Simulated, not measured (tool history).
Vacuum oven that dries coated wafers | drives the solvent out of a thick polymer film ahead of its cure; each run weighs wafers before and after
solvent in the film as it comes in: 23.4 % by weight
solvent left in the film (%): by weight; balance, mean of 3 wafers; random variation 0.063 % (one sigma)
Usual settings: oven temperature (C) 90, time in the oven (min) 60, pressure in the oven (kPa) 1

run	day	oven temperature (C)	time in the oven (min)	pressure in the oven (kPa)	solvent left in the film (%)
1	0	90	60	1	3.38
2	1.404	90	60	1	3.4
3	2.796	90	60	1	3.28
4	5.067	103	60	1	0.51
5	7.233	103	75	1	0.39
6	9.204	103	75	1	0.32
7	11.175	103	75	1	0.38
8	13.629	103	75	1	0.42
9	15.092	90	60	1	3.2
10	17.242	90	38	1	5.99
11	19.238	90	38	1	5.99
12	21.612	90	38	1	6.1
13	23.454	90	38	1	6.12
14	25.896	90	38	1	5.86
15	28.096	90	80	0.83	2.43
16	29.833	79	96	0.83	5.8
17	31.029	90	32	1	7.93
18	32.604	90	32	1	7.94
19	35.296	90	60	2.39	4.35
20	37.558	82	48	3.89	9.88
21	39.362	82	48	3.89	9.76

Not shown: 1 entry that the log had between the listed runs. Between which runs, and how does the tool's hidden state differ before and after?
Between runs 14 and 15: oven's thermocouples calibrated (day 27.579)
  true wafer temperature over the reading, C: 1.96 -> -0.05; true pressure over the reading, kPa: 0.212 -> 0.222
  measured less the result without the state, solvent left in the film (%): -0.81 -> +0.09

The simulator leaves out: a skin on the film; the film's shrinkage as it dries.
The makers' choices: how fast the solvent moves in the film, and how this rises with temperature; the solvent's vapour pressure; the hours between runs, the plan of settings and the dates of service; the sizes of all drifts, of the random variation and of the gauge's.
